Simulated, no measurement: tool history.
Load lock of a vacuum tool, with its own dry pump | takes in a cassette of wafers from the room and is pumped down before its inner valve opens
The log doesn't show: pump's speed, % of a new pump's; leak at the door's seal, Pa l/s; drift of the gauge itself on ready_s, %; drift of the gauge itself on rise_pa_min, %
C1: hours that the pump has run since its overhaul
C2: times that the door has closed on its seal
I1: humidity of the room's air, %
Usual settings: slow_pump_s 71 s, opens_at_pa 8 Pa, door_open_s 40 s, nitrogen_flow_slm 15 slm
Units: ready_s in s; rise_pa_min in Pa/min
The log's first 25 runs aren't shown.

{"run": 26, "day": 155.217, "slow_pump_s": 81, "opens_at_pa": 15, "door_open_s": 106, "nitrogen_flow_slm": 29, "C1": 10151, "C2": 17523, "I1": 42.5, "ready_s": 144.8, "rise_pa_min": 0.196}
{"run": 27, "day": 159.475, "slow_pump_s": 44, "opens_at_pa": 15, "door_open_s": 102, "nitrogen_flow_slm": 29, "C1": 10254, "C2": 17716, "I1": 45.5, "ready_s": 122.5, "rise_pa_min": 0.191}
{"run": 28, "day": 166.75, "slow_pump_s": 44, "opens_at_pa": 15, "door_open_s": 102, "nitrogen_flow_slm": 29, "C1": 10428, "C2": 18045, "I1": 44.8, "ready_s": 120.7, "rise_pa_min": 0.198}
{"run": 29, "day": 172.917, "slow_pump_s": 140, "opens_at_pa": 10, "door_open_s": 40, "nitrogen_flow_slm": 15, "C1": 10576, "C2": 18325, "I1": 47.0, "ready_s": 186.7, "rise_pa_min": 0.195}
{"run": 30, "day": 176.971, "slow_pump_s": 107, "opens_at_pa": 6, "door_open_s": 40, "nitrogen_flow_slm": 19, "C1": 10674, "C2": 18508, "I1": 44.0, "ready_s": 173.7, "rise_pa_min": 0.196}
{"run": 31, "day": 180.471, "slow_pump_s": 71, "opens_at_pa": 13, "door_open_s": 40, "nitrogen_flow_slm": 5, "C1": 10758, "C2": 18667, "I1": 42.8, "ready_s": 140.1, "rise_pa_min": 0.209}
{"run": 32, "day": 188.025, "slow_pump_s": 71, "opens_at_pa": 8, "door_open_s": 71, "nitrogen_flow_slm": 26, "C1": 10939, "C2": 19009, "I1": 45.3, "ready_s": 148.6, "rise_pa_min": 0.214}
{"run": 33, "day": 194.55, "slow_pump_s": 72, "opens_at_pa": 8, "door_open_s": 42, "nitrogen_flow_slm": 15, "C1": 11095, "C2": 19305, "I1": 45.1, "ready_s": 147.8, "rise_pa_min": 0.209}
{"run": 34, "day": 199.396, "slow_pump_s": 72, "opens_at_pa": 8, "door_open_s": 42, "nitrogen_flow_slm": 15, "C1": 11212, "C2": 19524, "I1": 46.0, "ready_s": 147.9, "rise_pa_min": 0.218}
{"run": 35, "day": 207.45, "slow_pump_s": 49, "opens_at_pa": 14, "door_open_s": 42, "nitrogen_flow_slm": 15, "C1": 11405, "C2": 19889, "I1": 43.5, "ready_s": 126.8, "rise_pa_min": 0.218}
{"run": 36, "day": 213.6, "slow_pump_s": 49, "opens_at_pa": 15, "door_open_s": 41, "nitrogen_flow_slm": 31, "C1": 11553, "C2": 20168, "I1": 42.5, "ready_s": 127.6, "rise_pa_min": 0.214}
{"run": 37, "day": 221.038, "slow_pump_s": 49, "opens_at_pa": 15, "door_open_s": 41, "nitrogen_flow_slm": 31, "C1": 11731, "C2": 20504, "I1": 42.2, "ready_s": 127.2, "rise_pa_min": 0.222}

Forecast each of these 3 alternatives for the next run:
{"run": "A", "day": 225.342, "slow_pump_s": 83, "opens_at_pa": 15, "door_open_s": 133, "nitrogen_flow_slm": 13, "C1": 11834, "C2": 20699, "I1": 50.9, "ready_s": "?", "rise_pa_min": "?"}
{"run": "B", "day": 225.342, "slow_pump_s": 82, "opens_at_pa": 8, "door_open_s": 61, "nitrogen_flow_slm": 4, "C1": 11834, "C2": 20699, "I1": 41.0, "ready_s": "?", "rise_pa_min": "?"}
{"run": "C", "day": 225.342, "slow_pump_s": 85, "opens_at_pa": 8, "door_open_s": 40, "nitrogen_flow_slm": 15, "C1": 11834, "C2": 20699, "I1": 42.5, "ready_s": "?", "rise_pa_min": "?"}

run=A ready_s=148.2 rise_pa_min=0.266
run=B ready_s=154.1 rise_pa_min=0.244
run=C ready_s=156.2 rise_pa_min=0.229
Without the tool's hidden state the same runs would have given:
run=A ready_s=136.0 rise_pa_min=0.059
run=B ready_s=140.3 rise_pa_min=0.039
run=C ready_s=142.6 rise_pa_min=0.029
